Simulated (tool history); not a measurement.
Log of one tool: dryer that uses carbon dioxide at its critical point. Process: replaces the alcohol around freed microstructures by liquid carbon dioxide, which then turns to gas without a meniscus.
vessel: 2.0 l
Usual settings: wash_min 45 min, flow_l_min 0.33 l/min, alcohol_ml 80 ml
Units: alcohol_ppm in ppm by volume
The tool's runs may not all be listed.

run   hour  wash_min  flow_l_min  alcohol_ml  alcohol_ppm
  1      0        45        0.33          80          267
  2   10.5        45        0.33          80          279
  3   23.1        45        0.33          80          270
  4   40.7        45       0.264          80          684
  5   49.4        45       0.264          80          673
  6   62.5        45        0.33          28          142
  7   80.4        45       0.329          28          161
  8   99.4        45       0.329          28          161
  9  109.2        45       0.329          28          158
 10  117.8        45       0.329          28          157
 11  133.9        45       0.329          28          169
 12  154.7        45        0.56          49          101
 13  168.8        45        0.56          49          101
 14  179.6        53       0.299          25          147
 15  189.9        53       0.299          25          151
 16  202.7        52       0.241          63          502
 17  221.6        66       0.387          47          107
 18  238.2        67       0.326          73          125
 19  259.3        67       0.326          73          125
 20  272.6        67       0.326          73          118
 21  288.8        46        0.21          27          606
 22    303        45       0.205          80         1891

Some steps in alcohol_ppm between neighbouring runs. How much of each would the tool show without its hidden state too (settings, what came in, random variation), and how much is left for the hidden state, with any gauge scatter that isn't in both results?
The hidden state here: flow that reaches the vessel past the clogged filter, %; alcohol in the recycled carbon dioxide, ppm; drift of the gauge itself on alcohol_ppm, %.
Run 5 -> 6: flow_l_min 0.264 -> 0.33, alcohol_ml 80 -> 28. alcohol_ppm -531 ppm by volume: hidden state -62, all else -469.
Run 20 -> 21: wash_min 67 -> 46, flow_l_min 0.326 -> 0.21, alcohol_ml 73 -> 27. alcohol_ppm +488 ppm by volume: hidden state +69, all else +419.
Run 21 -> 22: wash_min 46 -> 45, flow_l_min 0.21 -> 0.205, alcohol_ml 27 -> 80. alcohol_ppm +1285 ppm by volume: hidden state +176, all else +1109.
